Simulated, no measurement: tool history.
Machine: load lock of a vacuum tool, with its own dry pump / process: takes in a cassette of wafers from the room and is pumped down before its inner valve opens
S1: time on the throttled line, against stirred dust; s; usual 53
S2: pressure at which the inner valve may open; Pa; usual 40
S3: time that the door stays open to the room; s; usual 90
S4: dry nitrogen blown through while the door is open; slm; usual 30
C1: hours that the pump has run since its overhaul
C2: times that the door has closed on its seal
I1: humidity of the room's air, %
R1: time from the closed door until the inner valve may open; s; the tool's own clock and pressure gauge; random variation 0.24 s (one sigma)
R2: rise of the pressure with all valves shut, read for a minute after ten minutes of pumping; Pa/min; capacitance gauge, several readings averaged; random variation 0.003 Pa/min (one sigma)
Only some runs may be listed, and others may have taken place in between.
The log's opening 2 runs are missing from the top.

run 3 hour=283.2 | S1=28 S2=40 S3=90 S4=30 | C1=11825 C2=3435 | I1=48.8 | R1=58.4 R2=0.065
run 4 hour=391.6 | S1=53 S2=40 S3=90 S4=30 | C1=11933 C2=3546 | I1=45.1 | R1=80.9 R2=0.059
run 5 hour=514.1 | S1=53 S2=40 S3=69 S4=30 | C1=12056 C2=3671 | I1=43.3 | R1=81 R2=0.05
run 6 hour=612.8 | S1=53 S2=40 S3=90 S4=30 | C1=12154 C2=3771 | I1=45.1 | R1=80.9 R2=0.065
run 7 hour=703.9 | S1=53 S2=40 S3=90 S4=30 | C1=12245 C2=3864 | I1=45.5 | R1=81.1 R2=0.064
run 8 hour=824.1 | S1=53 S2=40 S3=90 S4=30 | C1=12366 C2=3987 | I1=45.2 | R1=81.2 R2=0.061
run 9 hour=906.4 | S1=53 S2=40 S3=90 S4=30 | C1=12448 C2=4071 | I1=45.2 | R1=80.4 R2=0.065
run 10 hour=972.3 | S1=53 S2=40 S3=90 S4=30 | C1=12514 C2=4139 | I1=45.3 | R1=80.5 R2=0.058
run 11 hour=1050.7 | S1=53 S2=40 S3=90 S4=30 | C1=12592 C2=4219 | I1=45.4 | R1=80.9 R2=0.063
run 12 hour=1138.5 | S1=53 S2=40 S3=30 S4=30 | C1=12680 C2=4308 | I1=46.3 | R1=81.1 R2=0.044
run 13 hour=1293.5 | S1=53 S2=40 S3=30 S4=30 | C1=12835 C2=4466 | I1=45.6 | R1=81.1 R2=0.049
run 14 hour=1409.2 | S1=53 S2=40 S3=90 S4=30 | C1=12951 C2=4585 | I1=42.4 | R1=81 R2=0.072
run 15 hour=1523.2 | S1=93 S2=40 S3=90 S4=30 | C1=13065 C2=4701 | I1=45.5 | R1=117.7 R2=0.062
run 16 hour=1602.6 | S1=93 S2=40 S3=90 S4=30 | C1=13144 C2=4782 | I1=45.5 | R1=117.1 R2=0.066
run 17 hour=1755 | S1=53 S2=40 S3=90 S4=30 | C1=13296 C2=4938 | I1=42.3 | R1=81.7 R2=0.064
run 18 hour=1892.1 | S1=53 S2=40 S3=90 S4=30 | C1=13434 C2=5078 | I1=46.7 | R1=81 R2=0.07
run 19 hour=1994.3 | S1=64 S2=40 S3=90 S4=30 | C1=13536 C2=5182 | I1=45.1 | R1=90.9 R2=0.071
run 20 hour=2100.8 | S1=64 S2=38 S3=33 S4=26 | C1=13642 C2=5291 | I1=42.3 | R1=91.6 R2=0.05
run 21 hour=2252.7 | S1=75 S2=73 S3=33 S4=26 | C1=13794 C2=5446 | I1=46.3 | R1=98.3 R2=0.062
run 22 hour=2401.2 | S1=27 S2=40 S3=90 S4=40 | C1=13943 C2=5597 | I1=45.1 | R1=58.1 R2=0.07
run 23 hour=2525.1 | S1=41 S2=40 S3=55 S4=30 | C1=14067 C2=5724 | I1=46.1 | R1=70.8 R2=0.066
run 24 hour=2608.9 | S1=53 S2=40 S3=55 S4=7 | C1=14150 C2=5809 | I1=44.3 | R1=81.1 R2=0.088
run 25 hour=2737.9 | S1=53 S2=36 S3=145 S4=7 | C1=14279 C2=5941 | I1=44.3 | R1=81.8 R2=0.128

For run 26, what comes out?
run 26 hour=2806.6 | S1=54 S2=31 S3=145 S4=7 | C1=14348 C2=6011 | I1=44.5 | R1=? R2=?

{"run 26": {"R1": 83.7, "R2": 0.127}}
Minus the tool's unlogged condition, the same run would have read R1 81.1 s, R2 0.096 Pa/min.
